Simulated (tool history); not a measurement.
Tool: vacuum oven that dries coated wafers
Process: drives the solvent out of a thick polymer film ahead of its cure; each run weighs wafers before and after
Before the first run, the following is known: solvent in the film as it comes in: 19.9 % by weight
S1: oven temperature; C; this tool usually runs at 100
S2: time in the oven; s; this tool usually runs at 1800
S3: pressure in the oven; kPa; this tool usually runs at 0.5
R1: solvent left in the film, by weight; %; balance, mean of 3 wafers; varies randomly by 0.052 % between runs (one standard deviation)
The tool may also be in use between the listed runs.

Run 1, hour 0: usual settings. Result: R1 1.53 %.
Run 2, hour 51.4: usual settings. Result: R1 1.55 %.
Run 3, hour 99.8: usual settings. Result: R1 1.53 %.
Run 4, hour 137.2: usual settings. Result: R1 1.58 %.
Run 5, hour 167: usual settings. Result: R1 1.57 %.
Run 6, hour 193.9: usual settings but S1 104 C. Result: R1 1.1 %.
Run 7, hour 235.5: usual settings but S1 104 C. Result: R1 1.08 %.
Run 8, hour 271.4: usual settings but S1 104 C, S3 0.947 kPa. Result: R1 1.48 %.
Run 9, hour 296.6: usual settings but S1 90 C. Result: R1 3.78 %.
Run 10, hour 334.8: usual settings but S1 97 C. Result: R1 2.23 %.
Run 11, hour 378.3: usual settings but S1 107 C. Result: R1 0.89 %.
Run 12, hour 407.7: usual settings. Result: R1 1.76 %.
Run 13, hour 434.7: usual settings. Result: R1 1.67 %.
Run 14, hour 467.3: usual settings. Result: R1 1.75 %.
Run 15, hour 494.8: usual settings. Result: R1 1.79 %.
Run 16, hour 530.2: usual settings but S3 0.264 kPa. Result: R1 1.72 %.
Run 17, hour 579.4: usual settings but S3 0.264 kPa. Result: R1 1.65 %.
Run 18, hour 620.7: usual settings but S2 2160 s. Result: R1 1.4 %.
Run 19, hour 670.4: usual settings but S1 111 C. Result: R1 0.71 %.
Run 20, hour 691.6: usual settings but S3 0.283 kPa. Result: R1 1.65 %.
At hour 696.5: vacuum gauge cleaned of residue and calibrated.
At hour 703.7: oven's thermocouples calibrated.
Run 21, hour 727.2: usual settings but S3 0.283 kPa. Result: R1 1.65 %.
Run 22, hour 768.6: usual settings but S3 0.283 kPa. Result: R1 1.68 %.
Run 23, hour 793.6: usual settings but S1 96 C, S3 0.283 kPa. Result: R1 2.32 %.
Run 24, hour 838.1: usual settings but S1 96 C, S3 0.283 kPa. Result: R1 2.39 %.
At hour 874.5: vacuum gauge cleaned of residue and calibrated, once more.
Run 25, hour 883.7: usual settings but S1 106 C, S3 0.297 kPa. Result: R1 0.73 %.
Run 26, hour 907.3: usual settings but S1 110 C, S2 1920 s, S3 0.846 kPa. Result: R1 0.63 %.
Run 27, hour 946.9: usual settings but S1 102 C, S2 1920 s, S3 0.613 kPa. Result: R1 1.18 %.
Run 28, hour 972.8: usual settings but S1 104 C, S2 1260 s. Result: R1 2.14 %.
Run 29, hour 997.8: usual settings but S1 104 C, S2 1260 s. Result: R1 2.21 %.
Run 30, hour 1026.8: usual settings but S1 104 C, S2 1260 s. Result: R1 2.22 %.
Run 31, hour 1076.7: usual settings but S1 102 C. Result: R1 1.49 %.
Run 32, hour 1100.5: usual settings but S1 114 C, S2 1920 s, S3 1.897 kPa. Result: R1 1.09 %.
Run 33, hour 1146.7: usual settings but S1 114 C, S2 1920 s, S3 1.897 kPa. Result: R1 1.05 %.
Run 34, hour 1167.5: usual settings but S1 112 C, S2 1200 s, S3 0.786 kPa. Result: R1 1.33 %.
Run 35, hour 1192.8: usual settings but S1 112 C, S2 1980 s, S3 0.782 kPa. Result: R1 0.59 %.
Run 36, hour 1216.3: usual settings but S1 112 C, S2 1980 s, S3 0.782 kPa. Result: R1 0.55 %.
Run 37, hour 1244.7: usual settings but S1 112 C, S2 1980 s, S3 0.782 kPa. Result: R1 0.65 %.
Run 38, hour 1267.5: usual settings but S1 101 C, S2 2160 s, S3 0.425 kPa. Result: R1 1.02 %.
Run 39, hour 1292.8: usual settings but S1 99 C, S2 1080 s. Result: R1 4.3 %.
Run 40, hour 1322.3: usual settings but S1 110 C, S2 1260 s, S3 0.553 kPa. Result: R1 1.52 %.
Run 41, hour 1371.9: usual settings but S1 110 C, S2 1260 s, S3 0.553 kPa. Result: R1 1.5 %.
Run 42, hour 1402.4: usual settings but S1 92 C, S3 0.936 kPa. Result: R1 3.8 %.
Run 43, hour 1449.2: usual settings but S1 92 C, S2 1740 s, S3 0.417 kPa. Result: R1 3.57 %.
Run 44, hour 1475: usual settings but S1 92 C, S2 1740 s, S3 0.417 kPa. Result: R1 3.48 %.
At hour 1521.8: oven's thermocouples calibrated.
Run 45, hour 1525.8: usual settings but S1 110 C, S3 0.593 kPa. Result: R1 0.6 %.
Run 46, hour 1560.3: usual settings but S2 2940 s, S3 0.77 kPa. Result: R1 0.94 %.

Below are 3 alternative next runs, each starting from the tool's condition after run 46. Predict each:
Run A, hour 1587.5: usual settings but S1 87 C, S2 2460 s, S3 0.559 kPa. Result: R1 ?.
Run B, hour 1587.5: usual settings but S1 104 C, S2 2640 s, S3 0.607 kPa. Result: R1 ?.
Run C, hour 1587.5: usual settings but S2 1860 s, S3 0.77 kPa. Result: R1 ?.

run    R1
  A  3.09
  B  0.68
  C  1.75
What these runs would have given with no unlogged condition in the tool:
run    R1
  A  2.91
  B  0.57
  C  1.64
